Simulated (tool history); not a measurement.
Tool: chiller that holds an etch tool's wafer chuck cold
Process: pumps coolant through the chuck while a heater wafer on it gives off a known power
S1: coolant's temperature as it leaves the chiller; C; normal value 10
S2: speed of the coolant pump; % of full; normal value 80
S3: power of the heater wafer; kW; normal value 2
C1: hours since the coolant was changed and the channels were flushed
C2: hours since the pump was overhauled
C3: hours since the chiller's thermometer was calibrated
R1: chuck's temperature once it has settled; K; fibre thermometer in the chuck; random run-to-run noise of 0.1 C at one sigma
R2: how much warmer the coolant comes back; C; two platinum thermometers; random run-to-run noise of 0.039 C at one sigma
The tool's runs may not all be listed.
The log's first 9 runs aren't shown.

{"run": 10, "hour": 339.1, "S1": 10, "S2": 80, "S3": 2, "C1": 5690, "C2": 2452, "C3": 2599, "R1": 303.45, "R2": 8.44}
{"run": 11, "hour": 369.5, "S1": 10, "S2": 80, "S3": 2, "C1": 5720, "C2": 2483, "C3": 2630, "R1": 303.55, "R2": 8.45}
{"run": 12, "hour": 421.7, "S1": 10, "S2": 80, "S3": 2, "C1": 5772, "C2": 2535, "C3": 2682, "R1": 303.65, "R2": 8.46}
{"run": 13, "hour": 446.2, "S1": 10, "S2": 80, "S3": 2, "C1": 5797, "C2": 2559, "C3": 2707, "R1": 303.75, "R2": 8.47}
{"run": 14, "hour": 488.4, "S1": 10, "S2": 80, "S3": 2, "C1": 5839, "C2": 2602, "C3": 2749, "R1": 303.65, "R2": 8.42}
{"run": 15, "hour": 529.3, "S1": 10, "S2": 80, "S3": 2, "C1": 5880, "C2": 2643, "C3": 2790, "R1": 303.65, "R2": 8.5}
{"run": 16, "hour": 580.9, "S1": 10, "S2": 80, "S3": 2, "C1": 5931, "C2": 2694, "C3": 2841, "R1": 303.75, "R2": 8.45}
{"run": 17, "hour": 626.1, "S1": 10, "S2": 80, "S3": 2, "C1": 5977, "C2": 2739, "C3": 2886, "R1": 303.75, "R2": 8.45}
{"run": 18, "hour": 678.1, "S1": 4, "S2": 87, "S3": 2, "C1": 6029, "C2": 2791, "C3": 2938, "R1": 296.55, "R2": 7.76}
{"run": 19, "hour": 727.3, "S1": 4, "S2": 87, "S3": 2, "C1": 6078, "C2": 2841, "C3": 2988, "R1": 296.65, "R2": 7.84}
{"run": 20, "hour": 780.7, "S1": 4, "S2": 87, "S3": 2, "C1": 6131, "C2": 2894, "C3": 3041, "R1": 296.65, "R2": 7.81}
{"run": 21, "hour": 810.7, "S1": 4, "S2": 90, "S3": 2.813, "C1": 6161, "C2": 2924, "C3": 3071, "R1": 304.15, "R2": 10.76}
{"run": 22, "hour": 836.6, "S1": 4, "S2": 90, "S3": 2.813, "C1": 6187, "C2": 2950, "C3": 3097, "R1": 304.05, "R2": 10.77}
{"run": 23, "hour": 883.3, "S1": 15, "S2": 80, "S3": 2, "C1": 6234, "C2": 2997, "C3": 3144, "R1": 308.95, "R2": 8.49}
{"run": 24, "hour": 915.2, "S1": 5, "S2": 77, "S3": 1.884, "C1": 6266, "C2": 3028, "C3": 3176, "R1": 298.05, "R2": 8.35}
{"run": 25, "hour": 945.8, "S1": 1, "S2": 77, "S3": 1.884, "C1": 6296, "C2": 3059, "C3": 3206, "R1": 294.35, "R2": 8.32}
{"run": 26, "hour": 992.9, "S1": 9, "S2": 92, "S3": 1.884, "C1": 6343, "C2": 3106, "C3": 3253, "R1": 299.65, "R2": 6.99}

The next listed run, before its measurement:
{"run": 27, "hour": 1017.3, "S1": 7, "S2": 92, "S3": 1.978, "C1": 6368, "C2": 3131, "C3": 3278, "R1": "?", "R2": "?"}

R1: 298.85 K
R2: 7.48 C
With no hidden state in the tool, this same run would have given R1 297.35 K, R2 7.13 C.
